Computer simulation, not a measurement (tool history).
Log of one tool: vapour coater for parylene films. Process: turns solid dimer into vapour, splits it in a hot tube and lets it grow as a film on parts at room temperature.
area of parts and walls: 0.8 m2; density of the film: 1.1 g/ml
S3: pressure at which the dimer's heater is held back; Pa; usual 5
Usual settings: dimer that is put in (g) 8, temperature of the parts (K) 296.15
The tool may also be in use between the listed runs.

{"run": 1, "day": 0.0, "dimer that is put in (g)": 8, "temperature of the parts (K)": 296.15, "S3": 5, "thickness of the film (um)": 6.86}
{"run": 2, "day": 1.567, "dimer that is put in (g)": 9, "temperature of the parts (K)": 296.15, "S3": 5, "thickness of the film (um)": 7.6}
{"run": 3, "day": 3.042, "dimer that is put in (g)": 9, "temperature of the parts (K)": 296.15, "S3": 5, "thickness of the film (um)": 7.56}
{"run": 4, "day": 5.008, "dimer that is put in (g)": 9, "temperature of the parts (K)": 296.15, "S3": 5, "thickness of the film (um)": 7.47}
{"run": 5, "day": 6.462, "dimer that is put in (g)": 9, "temperature of the parts (K)": 296.15, "S3": 10.47, "thickness of the film (um)": 6.24}
{"run": 6, "day": 7.371, "dimer that is put in (g)": 8, "temperature of the parts (K)": 296.15, "S3": 5, "thickness of the film (um)": 6.61}
{"run": 7, "day": 8.662, "dimer that is put in (g)": 8, "temperature of the parts (K)": 296.15, "S3": 5, "thickness of the film (um)": 6.61}
{"run": 8, "day": 9.683, "dimer that is put in (g)": 8, "temperature of the parts (K)": 296.15, "S3": 5, "thickness of the film (um)": 6.6}
{"run": 9, "day": 11.754, "dimer that is put in (g)": 8, "temperature of the parts (K)": 296.15, "S3": 5, "thickness of the film (um)": 6.42}
{"run": 10, "day": 13.033, "dimer that is put in (g)": 8, "temperature of the parts (K)": 296.15, "S3": 5, "thickness of the film (um)": 6.45}
{"run": 11, "day": 14.3, "dimer that is put in (g)": 8, "temperature of the parts (K)": 304.15, "S3": 5, "thickness of the film (um)": 4.58}
{"day": 14.896, "done": "trap's valve overhauled"}
{"run": 12, "day": 16.133, "dimer that is put in (g)": 8, "temperature of the parts (K)": 296.15, "S3": 5, "thickness of the film (um)": 6.82}
{"run": 13, "day": 17.329, "dimer that is put in (g)": 8, "temperature of the parts (K)": 296.15, "S3": 5, "thickness of the film (um)": 6.81}
{"run": 14, "day": 19.3, "dimer that is put in (g)": 8, "temperature of the parts (K)": 296.15, "S3": 3.31, "thickness of the film (um)": 7.42}
{"run": 15, "day": 21.175, "dimer that is put in (g)": 8, "temperature of the parts (K)": 296.15, "S3": 3.31, "thickness of the film (um)": 7.26}
{"run": 16, "day": 22.746, "dimer that is put in (g)": 8, "temperature of the parts (K)": 296.15, "S3": 3.31, "thickness of the film (um)": 7.38}
{"run": 17, "day": 23.938, "dimer that is put in (g)": 8, "temperature of the parts (K)": 296.15, "S3": 3.31, "thickness of the film (um)": 7.25}
{"run": 18, "day": 25.325, "dimer that is put in (g)": 8, "temperature of the parts (K)": 296.15, "S3": 3.31, "thickness of the film (um)": 7.14}
{"run": 19, "day": 26.625, "dimer that is put in (g)": 8, "temperature of the parts (K)": 296.15, "S3": 3.31, "thickness of the film (um)": 7.19}
{"run": 20, "day": 28.558, "dimer that is put in (g)": 8, "temperature of the parts (K)": 296.15, "S3": 2.6, "thickness of the film (um)": 7.53}
{"run": 21, "day": 30.454, "dimer that is put in (g)": 7, "temperature of the parts (K)": 302.15, "S3": 2.6, "thickness of the film (um)": 5.13}
{"day": 30.921, "done": "trap's valve overhauled"}
{"run": 22, "day": 31.542, "dimer that is put in (g)": 8, "temperature of the parts (K)": 292.15, "S3": 5, "thickness of the film (um)": 8.18}
{"run": 23, "day": 33.508, "dimer that is put in (g)": 7, "temperature of the parts (K)": 291.15, "S3": 2.9, "thickness of the film (um)": 7.58}
{"run": 24, "day": 35.575, "dimer that is put in (g)": 7, "temperature of the parts (K)": 288.15, "S3": 5, "thickness of the film (um)": 7.56}
{"day": 37.546, "done": "table's thermometer calibrated"}
{"run": 25, "day": 37.688, "dimer that is put in (g)": 14, "temperature of the parts (K)": 298.15, "S3": 5, "thickness of the film (um)": 11.08}
{"run": 26, "day": 38.725, "dimer that is put in (g)": 5, "temperature of the parts (K)": 291.15, "S3": 6.9, "thickness of the film (um)": 4.9}
{"run": 27, "day": 40.733, "dimer that is put in (g)": 8, "temperature of the parts (K)": 288.15, "S3": 2.99, "thickness of the film (um)": 8.38}
{"run": 28, "day": 42.221, "dimer that is put in (g)": 4, "temperature of the parts (K)": 296.15, "S3": 5.3, "thickness of the film (um)": 3.33}
{"run": 29, "day": 43.25, "dimer that is put in (g)": 4, "temperature of the parts (K)": 296.15, "S3": 5.3, "thickness of the film (um)": 3.32}
{"run": 30, "day": 44.183, "dimer that is put in (g)": 4, "temperature of the parts (K)": 296.15, "S3": 5.3, "thickness of the film (um)": 3.3}
{"run": 31, "day": 45.792, "dimer that is put in (g)": 13, "temperature of the parts (K)": 292.15, "S3": 5.3, "thickness of the film (um)": 12.57}
{"run": 32, "day": 46.633, "dimer that is put in (g)": 12, "temperature of the parts (K)": 292.15, "S3": 5.3, "thickness of the film (um)": 11.59}
{"day": 47.133, "done": "trap's valve overhauled"}
{"run": 33, "day": 48.279, "dimer that is put in (g)": 12, "temperature of the parts (K)": 302.15, "S3": 4.58, "thickness of the film (um)": 8.54}
{"day": 48.854, "done": "table's thermometer calibrated, once more"}
{"run": 34, "day": 49.467, "dimer that is put in (g)": 12, "temperature of the parts (K)": 302.15, "S3": 5.35, "thickness of the film (um)": 7.62}
{"run": 35, "day": 50.567, "dimer that is put in (g)": 3, "temperature of the parts (K)": 292.15, "S3": 2.56, "thickness of the film (um)": 3.3}
{"run": 36, "day": 52.017, "dimer that is put in (g)": 8, "temperature of the parts (K)": 290.15, "S3": 2.46, "thickness of the film (um)": 8.73}
{"run": 37, "day": 54.046, "dimer that is put in (g)": 11, "temperature of the parts (K)": 297.15, "S3": 3.28, "thickness of the film (um)": 9.43}
{"run": 38, "day": 55.125, "dimer that is put in (g)": 6, "temperature of the parts (K)": 291.15, "S3": 5.01, "thickness of the film (um)": 5.98}
{"run": 39, "day": 56.075, "dimer that is put in (g)": 6, "temperature of the parts (K)": 291.15, "S3": 5.01, "thickness of the film (um)": 5.9}

Forecast each of these 5 alternatives for the next run:
{"run": "A", "day": 58.004, "dimer that is put in (g)": 6, "temperature of the parts (K)": 292.15, "S3": 2.19, "thickness of the film (um)": "?"}
{"run": "B", "day": 58.004, "dimer that is put in (g)": 3, "temperature of the parts (K)": 307.15, "S3": 3.12, "thickness of the film (um)": "?"}
{"run": "C", "day": 58.004, "dimer that is put in (g)": 4, "temperature of the parts (K)": 308.15, "S3": 5, "thickness of the film (um)": "?"}
{"run": "D", "day": 58.004, "dimer that is put in (g)": 8, "temperature of the parts (K)": 291.15, "S3": 5.01, "thickness of the film (um)": "?"}
{"run": "E", "day": 58.004, "dimer that is put in (g)": 6, "temperature of the parts (K)": 291.15, "S3": 4.52, "thickness of the film (um)": "?"}

run=A thickness_of_the_film_(um)=6.35
run=B thickness_of_the_film_(um)=1.7
run=C thickness_of_the_film_(um)=1.93
run=D thickness_of_the_film_(um)=7.85
run=E thickness_of_the_film_(um)=5.98
Without the tool's hidden state the same runs would have given:
run=A thickness_of_the_film_(um)=6.69
run=B thickness_of_the_film_(um)=1.77
run=C thickness_of_the_film_(um)=2.02
run=D thickness_of_the_film_(um)=8.18
run=E thickness_of_the_film_(um)=6.24
